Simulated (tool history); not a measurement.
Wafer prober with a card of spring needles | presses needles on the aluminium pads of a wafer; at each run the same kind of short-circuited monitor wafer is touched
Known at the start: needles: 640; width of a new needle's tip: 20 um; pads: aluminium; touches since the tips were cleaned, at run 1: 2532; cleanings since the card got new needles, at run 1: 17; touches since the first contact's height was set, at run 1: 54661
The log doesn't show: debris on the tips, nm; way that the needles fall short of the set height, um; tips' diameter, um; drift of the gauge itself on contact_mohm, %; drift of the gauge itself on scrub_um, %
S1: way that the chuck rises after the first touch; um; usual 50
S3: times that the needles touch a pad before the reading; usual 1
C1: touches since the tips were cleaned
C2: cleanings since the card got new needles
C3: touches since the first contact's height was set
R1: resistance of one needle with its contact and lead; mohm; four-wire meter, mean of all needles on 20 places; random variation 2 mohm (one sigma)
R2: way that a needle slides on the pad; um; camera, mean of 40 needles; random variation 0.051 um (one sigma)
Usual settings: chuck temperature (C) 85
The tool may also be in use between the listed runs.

run 1 hour=0 | S1=50 chuck_temperature_(C)=85 S3=1 | C1=2532 C2=17 C3=54661 | R1=312 R2=5.92
-- hour=1.9 tips cleaned on abrasive film
run 2 hour=4.6 | S1=50 chuck_temperature_(C)=85 S3=2 | C1=617 C2=18 C3=55673 | R1=247 R2=5.82
run 3 hour=13 | S1=50 chuck_temperature_(C)=30 S3=1 | C1=2492 C2=18 C3=57548 | R1=309 R2=5.83
-- hour=15 tips cleaned on abrasive film
run 4 hour=22.6 | S1=50 chuck_temperature_(C)=85 S3=2 | C1=1713 C2=19 C3=59690 | R1=267 R2=5.74
-- hour=28.1 tips cleaned on abrasive film
run 5 hour=31.4 | S1=50 chuck_temperature_(C)=73 S3=1 | C1=745 C2=20 C3=61630 | R1=259 R2=5.83
run 6 hour=37.6 | S1=50 chuck_temperature_(C)=73 S3=1 | C1=2128 C2=20 C3=63013 | R1=310 R2=5.8
-- hour=40.6 tips cleaned on abrasive film
run 7 hour=46.9 | S1=50 chuck_temperature_(C)=73 S3=1 | C1=1407 C2=21 C3=65092 | R1=292 R2=5.82
-- hour=53.4 tips cleaned on abrasive film
run 8 hour=54 | S1=50 chuck_temperature_(C)=85 S3=1 | C1=139 C2=22 C3=66661 | R1=235 R2=5.74
run 9 hour=60.2 | S1=50 chuck_temperature_(C)=44 S3=1 | C1=1521 C2=22 C3=68043 | R1=293 R2=5.77
-- hour=66.3 tips cleaned on abrasive film
run 10 hour=69.1 | S1=50 chuck_temperature_(C)=44 S3=1 | C1=616 C2=23 C3=70009 | R1=259 R2=5.76
-- hour=78.9 tips cleaned on abrasive film
run 11 hour=79.2 | S1=50 chuck_temperature_(C)=85 S3=1 | C1=62 C2=24 C3=72263 | R1=231 R2=5.77
run 12 hour=87 | S1=50 chuck_temperature_(C)=72 S3=1 | C1=1808 C2=24 C3=74009 | R1=306 R2=5.82
-- hour=91.7 tips cleaned on abrasive film
run 13 hour=93.7 | S1=50 chuck_temperature_(C)=72 S3=1 | C1=444 C2=25 C3=75495 | R1=253 R2=5.78
run 14 hour=103.6 | S1=50 chuck_temperature_(C)=72 S3=1 | C1=2658 C2=25 C3=77709 | R1=324 R2=5.78
-- hour=105.2 tips cleaned on abrasive film
run 15 hour=110.2 | S1=31 chuck_temperature_(C)=77 S3=1 | C1=1121 C2=26 C3=79164 | R1=412 R2=3.42
run 16 hour=115.8 | S1=42 chuck_temperature_(C)=85 S3=3 | C1=2366 C2=26 C3=80409 | R1=281 R2=4.83
-- hour=118.2 tips cleaned on abrasive film
run 17 hour=123.4 | S1=42 chuck_temperature_(C)=85 S3=3 | C1=1165 C2=27 C3=82093 | R1=264 R2=4.66
run 18 hour=129.3 | S1=32 chuck_temperature_(C)=85 S3=2 | C1=2493 C2=27 C3=83421 | R1=390 R2=3.5
-- hour=130.8 tips cleaned on abrasive film
run 19 hour=135 | S1=32 chuck_temperature_(C)=85 S3=2 | C1=940 C2=28 C3=84679 | R1=329 R2=3.51
-- hour=143.7 tips cleaned on abrasive film
run 20 hour=143.7 | S1=36 chuck_temperature_(C)=52 S3=1 | C1=0 C2=29 C3=86615 | R1=240 R2=3.95
run 21 hour=153.3 | S1=36 chuck_temperature_(C)=52 S3=1 | C1=2147 C2=29 C3=88762 | R1=426 R2=4
-- hour=156.9 tips cleaned on abrasive film
run 22 hour=161.3 | S1=36 chuck_temperature_(C)=52 S3=1 | C1=977 C2=30 C3=90527 | R1=358 R2=3.96
run 23 hour=166.8 | S1=50 chuck_temperature_(C)=85 S3=1 | C1=2210 C2=30 C3=91760 | R1=325 R2=5.63
-- hour=169.9 tips cleaned on abrasive film
run 24 hour=171.9 | S1=50 chuck_temperature_(C)=85 S3=1 | C1=436 C2=31 C3=92881 | R1=262 R2=5.53
run 25 hour=176.9 | S1=50 chuck_temperature_(C)=55 S3=1 | C1=1551 C2=31 C3=93996 | R1=306 R2=5.62

Measured less the same run without the tool's hidden state. The same run-to-run variation is in both; the gauge's scatter may not be:
run=1 R1=+94 R2=-0.23
run=2 R1=+27 R2=-0.24
run=3 R1=+105 R2=-0.24
run=4 R1=+48 R2=-0.26
run=5 R1=+49 R2=-0.26
run=6 R1=+95 R2=-0.26
run=7 R1=+73 R2=-0.28
run=8 R1=+18 R2=-0.28
run=9 R1=+83 R2=-0.29
run=10 R1=+51 R2=-0.3
run=11 R1=+11 R2=-0.31
run=12 R1=+88 R2=-0.31
run=13 R1=+38 R2=-0.33
run=14 R1=+109 R2=-0.32
run=15 R1=+175 R2=-0.34
run=16 R1=+54 R2=-0.34
run=17 R1=+38 R2=-0.35
run=18 R1=+158 R2=-0.35
run=19 R1=+93 R2=-0.37
run=20 R1=+18 R2=-0.38
run=21 R1=+206 R2=-0.37
run=22 R1=+138 R2=-0.39
run=23 R1=+106 R2=-0.39
run=24 R1=+43 R2=-0.4
run=25 R1=+95 R2=-0.4

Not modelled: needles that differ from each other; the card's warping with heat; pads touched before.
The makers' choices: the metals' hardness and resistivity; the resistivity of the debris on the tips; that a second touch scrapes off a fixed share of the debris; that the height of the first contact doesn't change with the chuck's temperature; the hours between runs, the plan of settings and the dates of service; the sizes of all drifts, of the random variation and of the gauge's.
